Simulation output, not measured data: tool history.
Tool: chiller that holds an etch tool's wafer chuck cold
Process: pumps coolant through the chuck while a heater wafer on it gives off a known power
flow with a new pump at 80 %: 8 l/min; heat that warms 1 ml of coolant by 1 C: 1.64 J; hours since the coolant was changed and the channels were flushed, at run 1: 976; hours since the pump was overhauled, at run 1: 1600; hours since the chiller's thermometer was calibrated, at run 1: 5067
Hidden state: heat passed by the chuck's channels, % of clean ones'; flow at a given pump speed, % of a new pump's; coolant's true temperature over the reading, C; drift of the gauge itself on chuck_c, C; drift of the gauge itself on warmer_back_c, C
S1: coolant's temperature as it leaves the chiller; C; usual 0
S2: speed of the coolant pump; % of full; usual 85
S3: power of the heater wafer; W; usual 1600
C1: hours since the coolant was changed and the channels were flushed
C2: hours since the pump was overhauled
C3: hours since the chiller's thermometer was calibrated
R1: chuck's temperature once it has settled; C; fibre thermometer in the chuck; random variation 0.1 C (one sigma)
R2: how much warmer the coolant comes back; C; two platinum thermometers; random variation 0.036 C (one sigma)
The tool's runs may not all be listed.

run 1 hour=0.0 | S1=0 S2=85 S3=1600 | C1=976 C2=1600 C3=5067 | R1=13.9 R2=7.02
run 2 hour=177.6 | S1=0 S2=85 S3=1921 | C1=1153 C2=1778 C3=5245 | R1=17.1 R2=8.49
run 3 hour=303.1 | S1=0 S2=94 S3=1600 | C1=1279 C2=1903 C3=5370 | R1=13.0 R2=6.41
run 4 hour=435.7 | S1=0 S2=94 S3=1600 | C1=1411 C2=2036 C3=5503 | R1=12.9 R2=6.38
run 5 hour=660.5 | S1=0 S2=94 S3=1600 | C1=1636 C2=2261 C3=5727 | R1=13.2 R2=6.36
-- hour=787.1 chiller's thermometer calibrated
run 6 hour=862.9 | S1=0 S2=94 S3=1600 | C1=1838 C2=2462 C3=76 | R1=13.0 R2=6.50
run 7 hour=1090.4 | S1=0 S2=94 S3=1600 | C1=2065 C2=2690 C3=303 | R1=13.1 R2=6.44
run 8 hour=1267.0 | S1=0 S2=85 S3=1126 | C1=2242 C2=2866 C3=480 | R1=10.0 R2=5.07
run 9 hour=1481.5 | S1=0 S2=85 S3=1126 | C1=2456 C2=3081 C3=694 | R1=9.9 R2=5.09
-- hour=1611.8 chiller's thermometer calibrated, once more
run 10 hour=1715.6 | S1=0 S2=85 S3=1246 | C1=2689 C2=3314 C3=104 | R1=11.5 R2=5.63
run 11 hour=1870.5 | S1=0 S2=85 S3=1246 | C1=2844 C2=3469 C3=259 | R1=11.6 R2=5.61
run 12 hour=2077.1 | S1=0 S2=85 S3=1246 | C1=3051 C2=3675 C3=465 | R1=11.6 R2=5.65
run 13 hour=2263.2 | S1=0 S2=85 S3=1246 | C1=3237 C2=3861 C3=651 | R1=11.6 R2=5.58
run 14 hour=2462.2 | S1=0 S2=85 S3=1600 | C1=3436 C2=4060 C3=850 | R1=14.9 R2=7.22
run 15 hour=2612.9 | S1=0 S2=85 S3=901 | C1=3587 C2=4211 C3=1001 | R1=8.3 R2=4.06
run 16 hour=2737.2 | S1=0 S2=97 S3=1600 | C1=3711 C2=4335 C3=1125 | R1=13.5 R2=6.44
run 17 hour=2870.9 | S1=0 S2=97 S3=1600 | C1=3845 C2=4469 C3=1259 | R1=13.6 R2=6.49
run 18 hour=3029.2 | S1=0 S2=97 S3=1600 | C1=4003 C2=4627 C3=1417 | R1=13.5 R2=6.44
run 19 hour=3189.7 | S1=4 S2=93 S3=1875 | C1=4163 C2=4788 C3=1578 | R1=20.5 R2=7.93
run 20 hour=3417.7 | S1=-5 S2=78 S3=1953 | C1=4391 C2=5016 C3=1806 | R1=14.7 R2=9.79
run 21 hour=3511.7 | S1=-5 S2=78 S3=1953 | C1=4485 C2=5110 C3=1900 | R1=14.9 R2=9.76
run 22 hour=3659.8 | S1=-5 S2=78 S3=1953 | C1=4633 C2=5258 C3=2048 | R1=15.0 R2=9.84
run 23 hour=3783.1 | S1=-4 S2=61 S3=1164 | C1=4757 C2=5381 C3=2171 | R1=10.2 R2=7.48
run 24 hour=4010.0 | S1=-1 S2=85 S3=1600 | C1=4984 C2=5608 C3=2398 | R1=14.3 R2=7.42
run 25 hour=4109.1 | S1=-1 S2=85 S3=1600 | C1=5083 C2=5707 C3=2497 | R1=14.3 R2=7.47
run 26 hour=4275.1 | S1=-1 S2=85 S3=1600 | C1=5249 C2=5873 C3=2663 | R1=14.3 R2=7.41
run 27 hour=4374.3 | S1=3 S2=90 S3=2108 | C1=5348 C2=5973 C3=2762 | R1=22.7 R2=9.25
run 28 hour=4543.6 | S1=-9 S2=81 S3=2108 | C1=5517 C2=6142 C3=2932 | R1=12.3 R2=10.38
run 29 hour=4675.2 | S1=2 S2=81 S3=2108 | C1=5649 C2=6273 C3=3063 | R1=23.3 R2=10.31
run 30 hour=4799.4 | S1=-2 S2=99 S3=822 | C1=5773 C2=6398 C3=3188 | R1=4.8 R2=3.33
run 31 hour=4893.6 | S1=-4 S2=99 S3=1485 | C1=5867 C2=6492 C3=3282 | R1=8.9 R2=5.92
run 32 hour=4996.2 | S1=-4 S2=99 S3=1485 | C1=5970 C2=6594 C3=3384 | R1=8.8 R2=6.03
run 33 hour=5179.9 | S1=-4 S2=99 S3=1485 | C1=6154 C2=6778 C3=3568 | R1=9.0 R2=6.07

3 ways to go on from here, each from the tool as it stands after run 33. What would each give?
run A hour=5358.0 | S1=0 S2=75 S3=1600 | C1=6332 C2=6956 C3=3746 | R1=? R2=?
run B hour=5358.0 | S1=-4 S2=99 S3=1979 | C1=6332 C2=6956 C3=3746 | R1=? R2=?
run C hour=5358.0 | S1=0 S2=63 S3=1974 | C1=6332 C2=6956 C3=3746 | R1=? R2=?

run=A R1=17.5 R2=8.46
run=B R1=13.3 R2=8.00
run=C R1=24.6 R2=12.46
Without the tool's hidden state the same runs would have given:
run=A R1=15.3 R2=7.72
run=B R1=11.1 R2=7.30
run=C R1=21.5 R2=11.37

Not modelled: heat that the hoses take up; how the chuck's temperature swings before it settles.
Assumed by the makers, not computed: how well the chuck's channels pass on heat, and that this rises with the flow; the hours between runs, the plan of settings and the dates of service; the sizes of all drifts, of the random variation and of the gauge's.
